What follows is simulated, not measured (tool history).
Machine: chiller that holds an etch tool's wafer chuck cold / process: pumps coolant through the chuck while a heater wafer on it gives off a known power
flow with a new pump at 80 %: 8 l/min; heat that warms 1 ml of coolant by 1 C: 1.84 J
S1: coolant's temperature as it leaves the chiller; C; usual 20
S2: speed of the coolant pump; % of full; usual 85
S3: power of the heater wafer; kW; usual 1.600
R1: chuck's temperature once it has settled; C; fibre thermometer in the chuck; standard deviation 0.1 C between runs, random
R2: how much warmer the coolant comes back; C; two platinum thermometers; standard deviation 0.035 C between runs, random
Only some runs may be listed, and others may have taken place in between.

run	hour	S1	S2	S3	R1	R2
1	0.0	20	85	1.600	37.6	6.57
2	63.7	20	85	1.600	37.6	6.51
3	145.3	20	85	1.600	37.7	6.56
4	237.7	20	85	1.600	37.7	6.61
5	323.5	20	85	1.600	37.9	6.55
6	394.4	20	85	1.600	37.9	6.59
7	445.1	20	85	1.600	38.0	6.63
8	534.1	20	64	1.600	41.5	8.72
9	582.5	20	85	1.600	38.1	6.60
10	625.7	20	74	1.600	39.5	7.57
11	680.1	20	74	1.600	39.5	7.54
12	736.7	20	85	1.600	37.7	6.57
13	813.6	20	85	1.600	38.0	6.62
14	894.5	24	85	1.600	42.1	6.65
15	934.4	24	85	1.600	42.1	6.64
16	992.5	24	85	1.600	42.0	6.60
# hour 1003.8: coolant pump overhauled
17	1063.9	24	85	1.600	42.2	6.76
18	1123.0	24	85	1.600	42.2	6.75
19	1212.0	12	85	0.970	23.0	4.04
20	1301.4	17	85	2.042	40.7	8.63
21	1360.7	13	83	1.600	31.9	6.95
22	1404.1	20	85	0.918	30.5	3.91
23	1459.1	20	99	1.299	33.7	4.75
# hour 1498.0: coolant pump overhauled, once more
24	1518.8	20	99	1.299	32.9	4.29
25	1583.8	24	72	1.107	37.4	5.05
26	1677.3	24	72	1.107	37.4	5.03
27	1733.1	13	85	1.576	30.3	6.08
28	1812.7	13	85	1.223	26.4	4.74
29	1874.3	13	85	1.223	26.3	4.74
30	1930.0	20	72	1.979	44.2	9.04
31	1982.2	10	63	1.574	31.2	8.26

Predict each of these 4 candidate next runs independently; none follows another, all start after run 31:
A	2020.4	15	63	1.934	?	?
B	2020.4	10	63	1.435	?	?
C	2020.4	28	60	1.600	?	?
D	2020.4	10	75	1.574	?	?

run	R1	R2
A	40.9	10.16
B	29.1	7.53
C	50.1	8.78
D	28.9	6.92
What these runs would have given with no unlogged condition in the tool:
run	R1	R2
A	38.3	10.06
B	27.2	7.45
C	47.8	8.70
D	27.0	6.85

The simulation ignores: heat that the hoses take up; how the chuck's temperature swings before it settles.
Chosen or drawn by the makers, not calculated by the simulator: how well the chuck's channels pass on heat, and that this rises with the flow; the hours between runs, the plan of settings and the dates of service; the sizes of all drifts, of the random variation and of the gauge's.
